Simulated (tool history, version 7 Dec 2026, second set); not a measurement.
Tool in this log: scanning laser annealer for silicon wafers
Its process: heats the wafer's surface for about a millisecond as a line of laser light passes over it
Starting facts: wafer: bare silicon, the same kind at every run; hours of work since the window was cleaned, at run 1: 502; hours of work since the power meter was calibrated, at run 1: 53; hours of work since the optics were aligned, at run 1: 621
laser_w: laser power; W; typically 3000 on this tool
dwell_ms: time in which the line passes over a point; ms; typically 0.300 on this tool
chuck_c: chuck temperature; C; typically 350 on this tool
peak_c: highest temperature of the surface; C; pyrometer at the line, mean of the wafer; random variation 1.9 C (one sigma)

run   hour  laser_w  dwell_ms  chuck_c  hours of work since the window was cleaned  hours of work since the power meter was calibrated  hours of work since the optics were aligned  peak_c
  1    0.0     3000     0.300      350                                         502                                                  53                                          621    1070
  2    5.4     3000     0.300      350                                         504                                                  55                                          623    1071
  3   10.6     3000     0.300      350                                         506                                                  57                                          625    1069
  4   15.8     3000     0.300      350                                         509                                                  59                                          627    1068
  5   21.7     3000     0.304      350                                         511                                                  62                                          630    1072
  6   25.5     3000     0.304      350                                         513                                                  64                                          631    1074
  7   34.7     3000     0.304      350                                         517                                                  67                                          635    1073
  8   40.4     3000     0.304      350                                         519                                                  70                                          638    1075
  9   46.9     3000     0.300      350                                         522                                                  73                                          640    1066
 10   55.7     3000     0.320      350                                         526                                                  76                                          644    1096
 11   61.3     3000     0.320      350                                         528                                                  79                                          647    1095
 12   66.0     3000     0.320      350                                         530                                                  81                                          649    1092
 13   70.5     3000     0.320      350                                         532                                                  83                                          650    1096
 14   75.7     2742     0.300      350                                         534                                                  85                                          653    1009
 15   83.0     3000     0.229      350                                         537                                                  88                                          656     965
 16   91.8     3000     0.229      350                                         541                                                  92                                          660     965
 17   95.7     2754     0.224      361                                         542                                                  93                                          661     921
 18  104.7     3000     0.212      350                                         546                                                  97                                          665     937
 19  113.0     3024     0.300      337                                         550                                                 101                                          668    1060
 20  117.4     3024     0.334      337                                         552                                                 103                                          670    1105
 21  126.2     2629     0.334      370                                         555                                                 106                                          674    1042
 22  132.3     2973     0.228      332                                         558                                                 109                                          677     939
 23  139.2     2840     0.300      377                                         561                                                 112                                          680    1057
 24  144.0     2840     0.300      377                                         563                                                 114                                          682    1058
 25  153.1     2840     0.300      377                                         567                                                 118                                          685    1058
 26  159.7     2923     0.300      350                                         570                                                 120                                          688    1050
 27  167.4     3275     0.300      363                                         573                                                 124                                          692    1141
 28  171.5     2724     0.272      376                                         575                                                 125                                          693     993
 29  179.7     2724     0.232      321                                         578                                                 129                                          697     884
 30  183.7     3000     0.222      315                                         580                                                 131                                          698     914
 31  187.5     3000     0.300      379                                         581                                                 132                                          700    1093
 32  196.0     2706     0.256      350                                         585                                                 136                                          704     943

Alternative continuations, all from the tool just after run 32; predict every row:
     200.4  -- window over the wafer cleaned
  A  202.7     2931     0.273      350                                           1                                                 138                                          706       ?
     200.4  -- window over the wafer cleaned
  B  202.7     2729     0.351      351                                           1                                                 138                                          706       ?
     200.4  -- window over the wafer cleaned
  C  202.7     2980     0.254      361                                           1                                                 138                                          706       ?

run  peak_c
  A    1047
  B    1099
  C    1035
Without the tool's unlogged condition, the same runs would have read:
run  peak_c
  A    1047
  B    1100
  C    1036

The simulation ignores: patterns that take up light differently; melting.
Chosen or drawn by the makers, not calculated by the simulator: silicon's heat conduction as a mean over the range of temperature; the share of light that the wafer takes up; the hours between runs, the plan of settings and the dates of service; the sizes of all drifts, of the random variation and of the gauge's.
